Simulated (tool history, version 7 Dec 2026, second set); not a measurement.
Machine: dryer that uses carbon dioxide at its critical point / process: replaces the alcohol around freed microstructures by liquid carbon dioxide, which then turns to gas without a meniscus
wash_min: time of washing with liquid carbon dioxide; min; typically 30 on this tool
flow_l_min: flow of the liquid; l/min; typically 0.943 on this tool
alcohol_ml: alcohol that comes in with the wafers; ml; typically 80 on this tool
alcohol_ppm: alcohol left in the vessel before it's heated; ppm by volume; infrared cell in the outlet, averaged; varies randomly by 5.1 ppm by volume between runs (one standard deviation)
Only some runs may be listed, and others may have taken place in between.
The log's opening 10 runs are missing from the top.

run   hour  wash_min  flow_l_min  alcohol_ml  alcohol_ppm
 11  286.5        30       0.868          80          311
 12  305.5        30       0.868          80          324
 13  327.3        30       0.868          43          242
 14  346.7        30       0.868          43          244
 15  374.8        30       1.152          80          194
 16  399.1        30       1.152          80          189
 17  419.2        30       1.152          80          202
 18  445.2        30       1.152          80          208
 19  464.7        27       0.943          21          229
 20  497.3        37       1.600          39          178
 21  516.7        26       0.700          29          523

What does the tool deliver on the next run?
     531.2  -- inlet filter changed
 22  534.3        35       0.954          68            ?

{"run 22": {"alcohol_ppm": 204}}
If the tool had no hidden condition, the same run with the same run-to-run variation would have returned alcohol_ppm 27 ppm by volume.
